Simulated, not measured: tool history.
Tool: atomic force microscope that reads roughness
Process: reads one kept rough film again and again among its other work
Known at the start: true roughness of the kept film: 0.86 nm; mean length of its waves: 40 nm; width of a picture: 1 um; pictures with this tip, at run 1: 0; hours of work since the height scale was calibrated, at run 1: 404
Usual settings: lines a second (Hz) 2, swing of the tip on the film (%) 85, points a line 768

run,hour,lines a second (Hz),swing of the tip on the film (%),points a line,pictures with this tip,hours of work since the height scale was calibrated,roughness of the kept film (nm (root mean square))
1,0,2,85,768,0,404,0.762
2,10.6,2,72,768,16,411,0.795
3,25,2,79,768,39,421,0.767
4,40.9,2,85,768,63,432,0.74
# hour 49.4: new tip fitted
5,52.5,2,85,768,4,440,0.756
6,74.5,2,85,768,39,455,0.75
7,91.8,2,85,768,66,467,0.737
# hour 98.4: new tip fitted
8,106.5,2,85,768,13,477,0.752
9,119.1,3.99,79,768,32,486,0.708
10,129.8,3.99,61,383,49,493,0.785
11,145.3,0.81,84,559,73,504,0.789
# hour 147.8: new tip fitted
12,162.4,0.81,84,559,23,515,0.802
13,171.9,0.83,83,391,38,522,0.801
14,182.8,1.31,55,446,55,530,0.812
# hour 197: new tip fitted
15,202.9,1.82,77,264,9,543,0.782
16,225.7,2.22,72,768,44,559,0.785

Forecast each of these 5 alternatives for the next run:
A,239.8,1.21,84,310,66,569,?
B,239.8,0.61,68,768,66,569,?
C,239.8,2,56,768,66,569,?
D,239.8,0.82,64,485,66,569,?
E,239.8,0.6,71,769,66,569,?

run,roughness of the kept film (nm (root mean square))
A,0.774
B,0.817
C,0.81
D,0.819
E,0.813
Without the tool's hidden state the same runs would have given:
run,roughness of the kept film (nm (root mean square))
A,0.79
B,0.834
C,0.827
D,0.835
E,0.83

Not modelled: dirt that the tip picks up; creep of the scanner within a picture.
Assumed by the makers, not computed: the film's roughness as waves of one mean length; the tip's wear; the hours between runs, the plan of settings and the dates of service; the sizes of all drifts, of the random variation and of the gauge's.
